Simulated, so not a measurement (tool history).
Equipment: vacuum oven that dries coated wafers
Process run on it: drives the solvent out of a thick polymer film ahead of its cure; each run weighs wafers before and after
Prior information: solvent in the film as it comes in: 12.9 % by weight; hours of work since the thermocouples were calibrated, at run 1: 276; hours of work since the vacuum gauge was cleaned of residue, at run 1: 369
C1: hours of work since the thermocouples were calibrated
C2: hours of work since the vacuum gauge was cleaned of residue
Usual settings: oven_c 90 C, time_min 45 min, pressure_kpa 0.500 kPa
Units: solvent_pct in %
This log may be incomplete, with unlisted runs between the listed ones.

Run 1, hour 0.0: usual settings; C1 276; C2 369. Result: solvent_pct 0.96 %.
Run 2, hour 30.2: usual settings but oven_c 89 C; C1 291; C2 384. Result: solvent_pct 1.02 %.
Run 3, hour 85.7: usual settings; C1 318; C2 411. Result: solvent_pct 0.93 %.
Run 4, hour 125.2: usual settings; C1 337; C2 430. Result: solvent_pct 0.89 %.
Run 5, hour 185.6: usual settings; C1 367; C2 460. Result: solvent_pct 0.89 %.
Run 6, hour 233.6: usual settings; C1 390; C2 483. Result: solvent_pct 0.89 %.
Run 7, hour 287.0: usual settings; C1 417; C2 509. Result: solvent_pct 0.91 %.
Run 8, hour 320.6: usual settings; C1 433; C2 526. Result: solvent_pct 0.91 %.
Run 9, hour 382.8: usual settings; C1 463; C2 556. Result: solvent_pct 0.94 %.
Run 10, hour 423.9: usual settings; C1 483; C2 576. Result: solvent_pct 0.93 %.
Run 11, hour 476.0: usual settings; C1 509; C2 602. Result: solvent_pct 0.97 %.
Run 12, hour 544.2: usual settings but oven_c 84 C; C1 542; C2 635. Result: solvent_pct 2.08 %.
Run 13, hour 584.4: usual settings but oven_c 84 C; C1 562; C2 655. Result: solvent_pct 2.13 %.
Run 14, hour 619.9: usual settings but oven_c 84 C; C1 579; C2 672. Result: solvent_pct 2.11 %.
Run 15, hour 670.2: usual settings but oven_c 84 C; C1 604; C2 697. Result: solvent_pct 2.16 %.
Run 16, hour 714.8: usual settings but time_min 40 min; C1 626; C2 718. Result: solvent_pct 1.16 %.
Run 17, hour 759.5: usual settings but time_min 40 min; C1 647; C2 740. Result: solvent_pct 1.20 %.
Run 18, hour 808.6: usual settings but time_min 40 min; C1 671; C2 764. Result: solvent_pct 1.21 %.
Run 19, hour 871.3: usual settings but time_min 40 min; C1 702; C2 795. Result: solvent_pct 1.17 %.
Run 20, hour 909.6: usual settings; C1 721; C2 814. Result: solvent_pct 0.92 %.
Run 21, hour 970.2: usual settings; C1 750; C2 843. Result: solvent_pct 0.99 %.
Run 22, hour 1007.1: usual settings; C1 768; C2 861. Result: solvent_pct 1.01 %.
Run 23, hour 1047.4: usual settings; C1 788; C2 881. Result: solvent_pct 0.93 %.
Run 24, hour 1095.7: usual settings; C1 812; C2 905. Result: solvent_pct 0.95 %.
Run 25, hour 1159.8: usual settings but time_min 39 min, pressure_kpa 1.016 kPa; C1 843; C2 936. Result: solvent_pct 1.43 %.
Run 26, hour 1227.9: usual settings but pressure_kpa 0.431 kPa; C1 876; C2 969. Result: solvent_pct 0.90 %.
Run 27, hour 1291.9: usual settings but oven_c 94 C, pressure_kpa 0.431 kPa; C1 907; C2 1000. Result: solvent_pct 0.40 %.
Run 28, hour 1350.8: usual settings but oven_c 94 C, time_min 25 min, pressure_kpa 0.431 kPa; C1 936; C2 1029. Result: solvent_pct 1.68 %.
Run 29, hour 1389.4: usual settings but oven_c 94 C, time_min 25 min, pressure_kpa 0.431 kPa; C1 955; C2 1048. Result: solvent_pct 1.63 %.
Run 30, hour 1425.1: usual settings but oven_c 94 C, time_min 72 min, pressure_kpa 0.431 kPa; C1 973; C2 1065. Result: solvent_pct 0.13 %.
Run 31, hour 1467.4: usual settings but time_min 48 min, pressure_kpa 1.492 kPa; C1 993; C2 1086. Result: solvent_pct 1.06 %.
Run 32, hour 1501.1: usual settings but oven_c 82 C, time_min 22 min, pressure_kpa 1.635 kPa; C1 1010; C2 1103. Result: solvent_pct 5.60 %.
Run 33, hour 1542.8: usual settings but oven_c 82 C, time_min 22 min, pressure_kpa 1.830 kPa; C1 1030; C2 1123. Result: solvent_pct 5.67 %.
Run 34, hour 1587.6: usual settings but pressure_kpa 0.352 kPa; C1 1052; C2 1145. Result: solvent_pct 0.90 %.
Run 35, hour 1631.9: usual settings but oven_c 96 C, pressure_kpa 0.271 kPa; C1 1074; C2 1167. Result: solvent_pct 0.29 %.
Run 36, hour 1661.4: usual settings but time_min 50 min, pressure_kpa 1.002 kPa; C1 1088; C2 1181. Result: solvent_pct 0.91 %.
Run 37, hour 1699.7: usual settings but time_min 50 min, pressure_kpa 1.002 kPa; C1 1107; C2 1200. Result: solvent_pct 0.94 %.
Run 38, hour 1755.9: usual settings but oven_c 91 C, time_min 32 min, pressure_kpa 0.336 kPa; C1 1134; C2 1227. Result: solvent_pct 1.48 %.
Run 39, hour 1796.3: usual settings but oven_c 91 C, time_min 32 min, pressure_kpa 0.541 kPa; C1 1154; C2 1247. Result: solvent_pct 1.55 %.
Run 40, hour 1839.1: usual settings but oven_c 105 C, time_min 47 min, pressure_kpa 0.582 kPa; C1 1175; C2 1268. Result: solvent_pct 0.15 %.
Run 41, hour 1890.2: usual settings but time_min 78 min, pressure_kpa 1.487 kPa; C1 1200; C2 1293. Result: solvent_pct 0.59 %.
Run 42, hour 1922.8: usual settings but oven_c 82 C, time_min 39 min, pressure_kpa 0.617 kPa; C1 1216; C2 1309. Result: solvent_pct 3.15 %.
Run 43, hour 1964.0: usual settings but oven_c 85 C; C1 1236; C2 1329. Result: solvent_pct 1.87 %.
Run 44, hour 2019.9: usual settings but oven_c 85 C; C1 1263; C2 1356. Result: solvent_pct 1.87 %.
Run 45, hour 2066.7: usual settings but oven_c 78 C, time_min 34 min, pressure_kpa 0.745 kPa; C1 1286; C2 1379. Result: solvent_pct 4.96 %.
Run 46, hour 2100.2: usual settings but oven_c 78 C, time_min 34 min, pressure_kpa 0.745 kPa; C1 1302; C2 1395. Result: solvent_pct 4.97 %.
Run 47, hour 2147.3: usual settings but oven_c 89 C, time_min 36 min, pressure_kpa 1.373 kPa; C1 1325; C2 1418. Result: solvent_pct 1.95 %.
Run 48, hour 2211.3: usual settings but oven_c 88 C, time_min 44 min, pressure_kpa 0.426 kPa; C1 1357; C2 1450. Result: solvent_pct 1.33 %.

Predict each of these 3 candidate next runs independently; none follows another, all start after run 48:
Run A, hour 2266.2: usual settings but oven_c 86 C, time_min 75 min, pressure_kpa 1.644 kPa; C1 1383; C2 1476. Result: solvent_pct ?.
Run B, hour 2266.2: usual settings but oven_c 82 C, time_min 44 min, pressure_kpa 0.426 kPa; C1 1383; C2 1476. Result: solvent_pct ?.
Run C, hour 2266.2: usual settings but oven_c 82 C, time_min 64 min; C1 1383; C2 1476. Result: solvent_pct ?.

run  solvent_pct
  A         0.98
  B         2.72
  C         1.59
The same runs, with their run-to-run variation unchanged, on a tool lacking any hidden condition would have given:
run  solvent_pct
  A         0.99
  B         2.73
  C         1.60

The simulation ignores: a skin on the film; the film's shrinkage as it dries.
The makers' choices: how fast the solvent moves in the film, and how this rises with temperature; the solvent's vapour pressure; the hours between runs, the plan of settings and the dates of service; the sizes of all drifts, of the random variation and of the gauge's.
